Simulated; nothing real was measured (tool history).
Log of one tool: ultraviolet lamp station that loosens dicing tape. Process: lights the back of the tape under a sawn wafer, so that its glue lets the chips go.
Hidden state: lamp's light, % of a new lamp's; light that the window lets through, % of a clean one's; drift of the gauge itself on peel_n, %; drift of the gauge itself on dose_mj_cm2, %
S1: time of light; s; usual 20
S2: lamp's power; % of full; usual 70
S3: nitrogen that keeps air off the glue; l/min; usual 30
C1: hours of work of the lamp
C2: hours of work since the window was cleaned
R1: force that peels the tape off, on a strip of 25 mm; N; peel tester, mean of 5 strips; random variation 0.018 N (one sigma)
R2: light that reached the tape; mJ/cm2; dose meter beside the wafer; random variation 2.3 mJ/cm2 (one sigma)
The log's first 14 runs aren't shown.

run   hour  S1   S2  S3   C1  C2     R1   R2
     117.3  -- window cleaned of glue's vapour
 15  117.7  20   94  57  136   0  0.473  289
 16  125.9  20   94  57  139   3  0.463  286
 17  136.8  13   94  57  144   8      1  182
 18  147.8  13   94  57  148  12  0.963  185
 19  155.6  13   94  57  152  16  0.962  181
 20  165.4  13   94  57  156  20   1.04  188
 21  173.6  13   94  57  159  23  0.983  184
 22  182.1  20   70  30  162  26  0.939  209
 23  192.7  20  100  50  167  31   0.46  298
 24  199.1  20  100  50  169  33  0.451  298
 25  207.6  35   69  18  173  37  0.474  359
 26  216.7  34   66  13  176  40  0.636  340

Forecast run 27:
 27  226.2  34  91  38  180  44   ?   ?

R1: 0.273 N
R2: 463 mJ/cm2
Without the tool's hidden state the same run would have given R1 0.258 N, R2 502 mJ/cm2.
